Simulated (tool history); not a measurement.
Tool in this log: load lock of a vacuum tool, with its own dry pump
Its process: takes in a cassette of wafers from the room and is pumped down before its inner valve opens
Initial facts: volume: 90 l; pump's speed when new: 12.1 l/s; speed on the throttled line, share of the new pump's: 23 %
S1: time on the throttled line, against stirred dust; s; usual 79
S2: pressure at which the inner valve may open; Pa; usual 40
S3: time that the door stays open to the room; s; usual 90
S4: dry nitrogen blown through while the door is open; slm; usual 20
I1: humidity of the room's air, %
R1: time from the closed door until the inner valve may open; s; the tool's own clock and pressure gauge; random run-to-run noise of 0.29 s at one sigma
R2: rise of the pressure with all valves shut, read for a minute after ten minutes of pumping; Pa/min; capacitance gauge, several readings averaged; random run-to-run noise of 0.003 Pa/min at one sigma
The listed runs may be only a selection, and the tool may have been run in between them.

run	day	S1	S2	S3	S4	I1	R1	R2
1	0.000	79	40	90	20	46.6	121.7	0.074
2	6.196	79	40	90	20	47.7	121.6	0.081
3	14.700	79	40	90	20	46.6	121.9	0.086
4	23.167	79	40	90	12	44.7	122.2	0.095
5	29.612	79	40	90	12	46.4	121.9	0.097
6	35.800	79	40	33	12	45.2	122.0	0.103
7	45.271	79	40	90	20	46.7	122.7	0.116
8	53.479	79	40	90	20	48.0	122.8	0.126
9	64.300	79	40	90	20	45.8	123.0	0.142
10	72.125	128	40	90	20	45.6	159.9	0.151
11	77.612	79	40	110	20	49.2	122.6	0.158
12	86.575	79	40	110	20	44.5	122.8	0.177
13	95.442	66	40	110	20	44.1	113.8	0.192
14	102.462	66	40	110	20	43.2	112.8	0.195
15	106.967	79	40	90	24	41.0	122.7	0.197
16	112.217	79	40	90	24	47.5	122.9	0.215
17	116.796	79	40	90	20	44.4	122.3	0.221
18	125.262	49	40	90	20	43.6	100.6	0.230
19	130.896	49	40	90	20	44.5	100.9	0.247
# day 138.362: door's seal changed, seat wiped
20	139.275	49	64	90	20	45.4	97.1	0.016
21	147.238	46	38	90	5	43.8	99.2	0.031
22	152.329	43	50	70	16	44.2	94.8	0.019
23	160.058	43	50	70	16	44.1	94.9	0.024
24	170.025	117	50	29	16	47.0	150.1	0.021
25	176.100	83	28	29	16	47.8	130.2	0.033
26	185.304	83	28	29	16	44.6	130.3	0.038
27	194.358	79	40	144	6	45.0	124.1	0.061
28	202.792	120	52	71	14	43.9	153.0	0.050
29	211.929	52	57	170	14	43.9	101.3	0.063
30	217.467	120	57	181	12	40.3	151.8	0.067
31	225.288	61	33	181	12	42.2	112.8	0.077
32	231.992	61	33	181	12	46.2	112.5	0.087
33	236.517	62	61	178	7	46.6	108.5	0.099
34	241.150	62	61	51	7	46.8	107.9	0.082
35	246.162	62	61	51	7	46.8	108.4	0.084
# day 247.596: dry pump taken out, an overhauled one fitted
36	255.908	109	59	90	20	44.5	139.1	0.102
37	262.708	79	40	222	20	42.4	119.1	0.111
38	267.254	107	37	38	24	44.5	141.3	0.101

Predict each of these 3 candidate next runs independently; none follows another, all start after run 38:
A	275.696	79	40	34	20	48.7	?	?
B	275.696	87	40	90	5	40.0	?	?
C	275.696	50	40	90	18	46.7	?	?

run	R1	R2
A	119.3	0.112
B	125.4	0.125
C	96.9	0.117
With the hidden condition removed and each run's random variation left untouched, the same runs would have given:
run	R1	R2
A	119.4	0.016
B	125.5	0.026
C	97.0	0.020

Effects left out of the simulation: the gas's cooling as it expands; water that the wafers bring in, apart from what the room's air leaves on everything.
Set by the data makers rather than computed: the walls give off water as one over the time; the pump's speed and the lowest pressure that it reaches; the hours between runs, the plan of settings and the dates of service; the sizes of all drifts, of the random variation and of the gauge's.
